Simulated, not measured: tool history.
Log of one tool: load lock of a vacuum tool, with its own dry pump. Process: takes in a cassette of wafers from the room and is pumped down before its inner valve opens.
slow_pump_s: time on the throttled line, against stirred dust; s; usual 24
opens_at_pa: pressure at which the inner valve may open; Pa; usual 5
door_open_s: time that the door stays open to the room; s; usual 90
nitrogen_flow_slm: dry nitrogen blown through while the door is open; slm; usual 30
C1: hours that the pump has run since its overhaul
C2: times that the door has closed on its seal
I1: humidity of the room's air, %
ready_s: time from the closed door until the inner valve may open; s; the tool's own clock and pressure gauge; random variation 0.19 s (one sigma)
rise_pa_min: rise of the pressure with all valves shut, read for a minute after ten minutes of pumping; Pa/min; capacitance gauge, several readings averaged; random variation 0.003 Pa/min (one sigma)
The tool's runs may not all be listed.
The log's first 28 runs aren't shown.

run 29 day=438.875 | slow_pump_s=12 opens_at_pa=10 door_open_s=103 nitrogen_flow_slm=8 | C1=8095 C2=12319 | I1=44.8 | ready_s=32.2 rise_pa_min=0.112
run 30 day=451.458 | slow_pump_s=38 opens_at_pa=5 door_open_s=27 nitrogen_flow_slm=30 | C1=8397 C2=13233 | I1=46.8 | ready_s=56.5 rise_pa_min=0.074
run 31 day=468.508 | slow_pump_s=24 opens_at_pa=5 door_open_s=90 nitrogen_flow_slm=28 | C1=8806 C2=14471 | I1=46 | ready_s=44.3 rise_pa_min=0.105
run 32 day=486.262 | slow_pump_s=24 opens_at_pa=7 door_open_s=100 nitrogen_flow_slm=30 | C1=9232 C2=15760 | I1=46.5 | ready_s=43.9 rise_pa_min=0.106
run 33 day=502.012 | slow_pump_s=24 opens_at_pa=7 door_open_s=100 nitrogen_flow_slm=30 | C1=9610 C2=16903 | I1=44.8 | ready_s=43.7 rise_pa_min=0.107
run 34 day=514.488 | slow_pump_s=29 opens_at_pa=5 door_open_s=77 nitrogen_flow_slm=5 | C1=9909 C2=17809 | I1=42.4 | ready_s=48.5 rise_pa_min=0.134
run 35 day=528.871 | slow_pump_s=29 opens_at_pa=5 door_open_s=77 nitrogen_flow_slm=5 | C1=10255 C2=18854 | I1=44 | ready_s=48.9 rise_pa_min=0.144
run 36 day=538.062 | slow_pump_s=29 opens_at_pa=5 door_open_s=77 nitrogen_flow_slm=5 | C1=10475 C2=19521 | I1=46.4 | ready_s=49.3 rise_pa_min=0.155

The next listed run, before its measurement:
run 37 day=557.517 | slow_pump_s=29 opens_at_pa=6 door_open_s=86 nitrogen_flow_slm=5 | C1=10942 C2=20934 | I1=47.3 | ready_s=? rise_pa_min=?

ready_s: 48.7 s
rise_pa_min: 0.164 Pa/min
Without the tool's hidden state the same run would have given ready_s 46 s, rise_pa_min 0.067 Pa/min.
